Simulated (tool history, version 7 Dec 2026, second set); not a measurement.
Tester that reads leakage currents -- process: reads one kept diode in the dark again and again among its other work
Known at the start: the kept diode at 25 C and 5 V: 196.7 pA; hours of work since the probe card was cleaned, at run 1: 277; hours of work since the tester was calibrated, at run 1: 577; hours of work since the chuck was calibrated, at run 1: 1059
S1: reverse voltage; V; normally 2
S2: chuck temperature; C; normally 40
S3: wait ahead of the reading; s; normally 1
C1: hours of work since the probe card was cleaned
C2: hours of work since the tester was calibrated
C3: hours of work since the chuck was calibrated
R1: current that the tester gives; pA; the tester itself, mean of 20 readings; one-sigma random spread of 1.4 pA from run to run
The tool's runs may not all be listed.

| run | hour | S1 | S2 | S3 | C1 | C2 | C3 | R1 |
|---|---|---|---|---|---|---|---|---|
| 1 | 0 | 2 | 40 | 1 | 277 | 577 | 1059 | 402.69 |
| 2 | 19.5 | 2 | 40 | 1 | 290 | 589 | 1071 | 403.86 |
| 3 | 39.7 | 2 | 40 | 1 | 303 | 602 | 1084 | 404.43 |
| 4 | 74.4 | 2 | 40 | 1 | 326 | 625 | 1107 | 400.65 |
| 5 | 104 | 1.39 | 40 | 1 | 345 | 644 | 1126 | 329.27 |
| 6 | 127.4 | 2 | 40 | 1 | 360 | 659 | 1142 | 399.48 |
| 7 | 156.6 | 2 | 40 | 1 | 379 | 678 | 1161 | 398.18 |
| 8 | 176.8 | 2 | 40 | 1 | 392 | 692 | 1174 | 395.8 |
| 9 | 197.2 | 2 | 40 | 1 | 405 | 705 | 1187 | 395.38 |
| 10 | 226.8 | 1.3 | 40 | 1 | 425 | 724 | 1206 | 312.4 |
| 11 | 242.8 | 2 | 40 | 1 | 435 | 735 | 1217 | 395.19 |
| 12 | 266.7 | 2 | 40 | 1 | 451 | 750 | 1232 | 395.78 |
| 13 | 289.1 | 2 | 22 | 4.83 | 465 | 765 | 1247 | 74.08 |

What does the tool deliver on the next run?
| 14 | 324.2 | 11 | 27 | 4.83 | 488 | 788 | 1270 | ? |

R1: 304.93 pA
On a tool with no hidden condition, and with the same random variation, this run would have come out at R1 366.06 pA.
